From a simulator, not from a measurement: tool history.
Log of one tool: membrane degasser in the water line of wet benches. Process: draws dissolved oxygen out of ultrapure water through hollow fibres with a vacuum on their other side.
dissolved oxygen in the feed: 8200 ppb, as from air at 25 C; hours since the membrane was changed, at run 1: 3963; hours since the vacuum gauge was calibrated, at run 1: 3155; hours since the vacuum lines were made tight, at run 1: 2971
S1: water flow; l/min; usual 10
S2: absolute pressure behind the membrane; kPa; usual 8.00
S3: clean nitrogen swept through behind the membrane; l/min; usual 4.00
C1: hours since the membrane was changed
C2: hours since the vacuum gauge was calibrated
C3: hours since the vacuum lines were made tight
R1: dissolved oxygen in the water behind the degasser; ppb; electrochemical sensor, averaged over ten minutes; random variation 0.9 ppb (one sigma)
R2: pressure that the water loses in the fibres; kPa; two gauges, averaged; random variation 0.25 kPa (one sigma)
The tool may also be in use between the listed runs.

run 1 hour=0.0 | S1=10 S2=8.00 S3=4.00 | C1=3963 C2=3155 C3=2971 | R1=93.6 R2=67.31
run 2 hour=56.7 | S1=10 S2=8.00 S3=4.00 | C1=4020 C2=3211 C3=3027 | R1=93.0 R2=67.42
run 3 hour=149.1 | S1=10 S2=8.00 S3=4.00 | C1=4112 C2=3304 C3=3120 | R1=92.6 R2=67.07
run 4 hour=225.2 | S1=10 S2=8.00 S3=10.33 | C1=4188 C2=3380 C3=3196 | R1=75.6 R2=67.35
run 5 hour=268.5 | S1=10 S2=8.00 S3=10.33 | C1=4232 C2=3423 C3=3239 | R1=75.4 R2=67.45
run 6 hour=331.7 | S1=10 S2=8.00 S3=4.00 | C1=4295 C2=3487 C3=3302 | R1=94.3 R2=67.09
run 7 hour=403.3 | S1=10 S2=8.00 S3=4.00 | C1=4367 C2=3558 C3=3374 | R1=94.1 R2=67.08
run 8 hour=468.5 | S1=10 S2=8.00 S3=4.00 | C1=4432 C2=3623 C3=3439 | R1=93.3 R2=67.06
run 9 hour=549.3 | S1=14 S2=8.00 S3=4.00 | C1=4513 C2=3704 C3=3520 | R1=219.1 R2=93.90
run 10 hour=645.9 | S1=14 S2=8.00 S3=4.00 | C1=4609 C2=3801 C3=3616 | R1=219.9 R2=93.67
run 11 hour=702.2 | S1=14 S2=8.00 S3=4.00 | C1=4665 C2=3857 C3=3673 | R1=219.5 R2=94.62
run 12 hour=764.2 | S1=14 S2=9.86 S3=4.00 | C1=4727 C2=3919 C3=3735 | R1=234.6 R2=94.19
run 13 hour=865.7 | S1=14 S2=9.86 S3=4.00 | C1=4829 C2=4021 C3=3836 | R1=232.7 R2=94.64
run 14 hour=943.0 | S1=14 S2=9.86 S3=2.74 | C1=4906 C2=4098 C3=3914 | R1=260.1 R2=94.40
run 15 hour=997.4 | S1=14 S2=9.86 S3=2.74 | C1=4961 C2=4152 C3=3968 | R1=263.5 R2=94.24
run 16 hour=1052.7 | S1=14 S2=9.86 S3=2.74 | C1=5016 C2=4208 C3=4023 | R1=262.6 R2=94.41
run 17 hour=1122.9 | S1=8 S2=10.73 S3=2.48 | C1=5086 C2=4278 C3=4093 | R1=92.1 R2=53.85
run 18 hour=1201.7 | S1=14 S2=7.17 S3=4.11 | C1=5165 C2=4357 C3=4172 | R1=215.2 R2=94.24
run 19 hour=1257.9 | S1=15 S2=13.75 S3=4.00 | C1=5221 C2=4413 C3=4228 | R1=308.1 R2=101.11
run 20 hour=1303.6 | S1=11 S2=6.74 S3=4.00 | C1=5267 C2=4458 C3=4274 | R1=114.8 R2=74.31
run 21 hour=1383.2 | S1=10 S2=6.91 S3=4.00 | C1=5346 C2=4538 C3=4354 | R1=91.3 R2=68.19
run 22 hour=1439.9 | S1=10 S2=13.08 S3=8.02 | C1=5403 C2=4595 C3=4410 | R1=97.8 R2=68.03
run 23 hour=1530.3 | S1=9 S2=14.47 S3=7.35 | C1=5494 C2=4685 C3=4501 | R1=81.5 R2=60.99
run 24 hour=1607.9 | S1=9 S2=14.47 S3=7.35 | C1=5571 C2=4763 C3=4578 | R1=80.3 R2=60.58
run 25 hour=1657.8 | S1=10 S2=7.63 S3=4.00 | C1=5621 C2=4813 C3=4628 | R1=96.4 R2=67.95
run 26 hour=1726.8 | S1=7 S2=6.44 S3=5.08 | C1=5690 C2=4882 C3=4697 | R1=29.2 R2=47.49
run 27 hour=1778.3 | S1=10 S2=10.20 S3=2.93 | C1=5741 C2=4933 C3=4749 | R1=124.5 R2=67.68
-- hour=1785.4 vacuum gauge calibrated
run 28 hour=1843.0 | S1=10 S2=10.20 S3=2.93 | C1=5806 C2=58 C3=4813 | R1=127.3 R2=67.58
run 29 hour=1911.5 | S1=14 S2=17.57 S3=2.51 | C1=5874 C2=126 C3=4882 | R1=366.0 R2=94.74
run 30 hour=1986.6 | S1=14 S2=17.57 S3=2.51 | C1=5949 C2=201 C3=4957 | R1=374.9 R2=95.35
run 31 hour=2053.5 | S1=11 S2=8.00 S3=4.00 | C1=6016 C2=268 C3=5023 | R1=125.8 R2=74.82
run 32 hour=2099.4 | S1=15 S2=4.93 S3=4.00 | C1=6062 C2=314 C3=5069 | R1=236.0 R2=101.64

Measured less the same run without the tool's hidden state. The same run-to-run variation is in both; the gauge's scatter may not be:
The hidden state here: membrane still open, %; true pressure behind the membrane over the reading, kPa; air that leaks in behind the membrane, l/min; drift of the gauge itself on oxygen_ppb, %; drift of the gauge itself on loss_of_pressure_kpa, %.
run=1 R1=+8.5 R2=+1.63
run=2 R1=+8.7 R2=+1.65
run=3 R1=+8.9 R2=+1.68
run=4 R1=+8.2 R2=+1.72
run=5 R1=+8.3 R2=+1.75
run=6 R1=+9.4 R2=+1.76
run=7 R1=+9.5 R2=+1.80
run=8 R1=+9.6 R2=+1.82
run=9 R1=+20.2 R2=+2.59
run=10 R1=+20.7 R2=+2.66
run=11 R1=+20.9 R2=+2.71
run=12 R1=+21.5 R2=+2.72
run=13 R1=+21.8 R2=+2.80
run=14 R1=+23.4 R2=+2.84
run=15 R1=+23.9 R2=+2.88
run=16 R1=+24.1 R2=+2.92
run=17 R1=+8.8 R2=+1.68
run=18 R1=+23.3 R2=+2.99
run=19 R1=+27.4 R2=+3.24
run=20 R1=+14.5 R2=+2.40
run=21 R1=+12.0 R2=+2.24
run=22 R1=+11.8 R2=+2.26
run=23 R1=+9.7 R2=+2.05
run=24 R1=+9.6 R2=+2.08
run=25 R1=+12.9 R2=+2.34
run=26 R1=+4.7 R2=+1.65
run=27 R1=+14.2 R2=+2.39
run=28 R1=+13.3 R2=+2.41
run=29 R1=+28.3 R2=+3.42
run=30 R1=+29.4 R2=+3.48
run=31 R1=+15.9 R2=+2.77
run=32 R1=+29.3 R2=+3.80

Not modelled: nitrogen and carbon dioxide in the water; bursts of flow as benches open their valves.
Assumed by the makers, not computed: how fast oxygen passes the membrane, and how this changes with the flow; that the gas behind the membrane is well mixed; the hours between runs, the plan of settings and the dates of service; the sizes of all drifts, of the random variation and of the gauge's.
